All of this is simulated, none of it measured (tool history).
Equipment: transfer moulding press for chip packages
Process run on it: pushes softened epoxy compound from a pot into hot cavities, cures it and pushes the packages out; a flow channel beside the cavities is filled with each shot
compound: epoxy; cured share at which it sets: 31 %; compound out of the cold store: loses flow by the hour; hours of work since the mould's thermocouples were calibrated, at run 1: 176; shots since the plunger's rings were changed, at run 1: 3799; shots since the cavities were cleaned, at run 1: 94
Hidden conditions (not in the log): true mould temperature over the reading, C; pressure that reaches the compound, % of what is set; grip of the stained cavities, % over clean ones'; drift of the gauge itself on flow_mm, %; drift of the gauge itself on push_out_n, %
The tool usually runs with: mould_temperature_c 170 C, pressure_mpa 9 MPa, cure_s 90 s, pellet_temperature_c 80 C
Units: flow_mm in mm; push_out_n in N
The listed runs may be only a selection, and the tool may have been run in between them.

run    day  mould_temperature_c  pressure_mpa  cure_s  pellet_temperature_c  hours of work since the mould's thermocouples were calibrated  shots since the plunger's rings were changed  shots since the cavities were cleaned  incoming compound's hours out of the cold store  flow_mm  push_out_n
  1      0                  170             9      90                    80                                                            176                                          3799                                     94                                             40.9      555         371
  2  0.338                  170             9      90                    80                                                            182                                          3907                                    202                                             35.6      566         415
  3  0.775                  170             9      90                    80                                                            190                                          4047                                    342                                             24.9      595         467
  4  0.971                  170             9      90                    80                                                            193                                          4110                                    405                                             20.6      603         477
     1.179  -- cavities cleaned with cleaning compound and waxed
  5  1.454                  170             9      90                    80                                                            200                                          4244                                     88                                             44.1      545         376
  6  1.692                  170             9      90                    80                                                            204                                          4319                                    163                                             46.5      537         397
  7  1.983                  170             9      90                    80                                                            209                                          4412                                    256                                               39      556         433
  8  2.208                  177             9      90                    80                                                            213                                          4484                                    328                                             20.1      586         396
     2.667  -- cavities cleaned with cleaning compound and waxed
  9  2.692                  177             9      90                    80                                                            220                                          4619                                      8                                             44.9      527         314
 10  3.017                  177             9      90                    80                                                            226                                          4722                                    111                                             33.9      547         340
 11   3.35                  170             9     110                    80                                                            231                                          4829                                    218                                             40.4      550         362
 12  3.542                  170             9     110                    80                                                            235                                          4890                                    279                                             18.2      604         400
 13   3.75                  170             9      90                    80                                                            238                                          4957                                    346                                             19.5      599         481
 14  3.929                  170          7.83      90                    80                                                            241                                          5014                                    403                                             40.5      513         474
     4.142  -- cavities cleaned with cleaning compound and waxed
 15  4.242                  170             9      90                    89                                                            246                                          5094                                     32                                             19.9      598         367
 16  4.658                  170          9.86      90                    89                                                            253                                          5227                                    165                                             13.3      647         409
 17  4.862                  173             9      90                    80                                                            256                                          5292                                    230                                             29.9      563         388
     5.092  -- plunger's sealing rings changed
 18    5.2                  173             9      90                    80                                                            260                                            35                                    305                                             17.4      634         412
 19   5.45                  170          8.68      90                    76                                                            264                                           114                                    384                                             34.4      588         486
     5.729  -- cavities cleaned with cleaning compound and waxed
 20  5.896                  163          8.68      90                    76                                                            271                                           237                                     53                                             44.2      584         539
 21  6.271                  174          6.97      79                    86                                                            277                                           357                                    173                                             21.6      544         400
 22  6.621                  163         10.39     118                    79                                                            283                                           469                                    285                                             40.1      645         434
 23    6.9                  163          8.04     129                    85                                                            288                                           557                                    373                                             21.2      617         428
 24  7.083                  163          8.04     129                    85                                                            291                                           617                                    433                                             32.2      589         435
     7.208  -- cavities cleaned with cleaning compound and waxed
 25  7.483                  170          9.69      71                    80                                                            297                                           724                                     88                                             37.2      607         558
 26  7.867                  173          7.75      71                    80                                                            303                                           846                                    210                                             19.5      578         538
 27  8.138                  173          7.75      71                    80                                                            308                                           933                                    297                                             28.6      557         553

Per-run results on a tool with no hidden state, each run keeping its own random variation:
run  flow_mm  push_out_n
  1      581         330
  2      592         335
  3      624         343
  4      632         337
  5      572         329
  6      565         327
  7      585         334
  8      617         294
  9      556         297
 10      578         290
 11      582         284
 12      639         302
 13      635         346
 14      544         329
 15      635         337
 16      687         331
 17      599         302
 18      633         304
 19      588         342
 20      584         483
 21      545         325
 22      646         325
 23      618         305
 24      591         300
 25      610         480
 26      582         418
 27      561         401
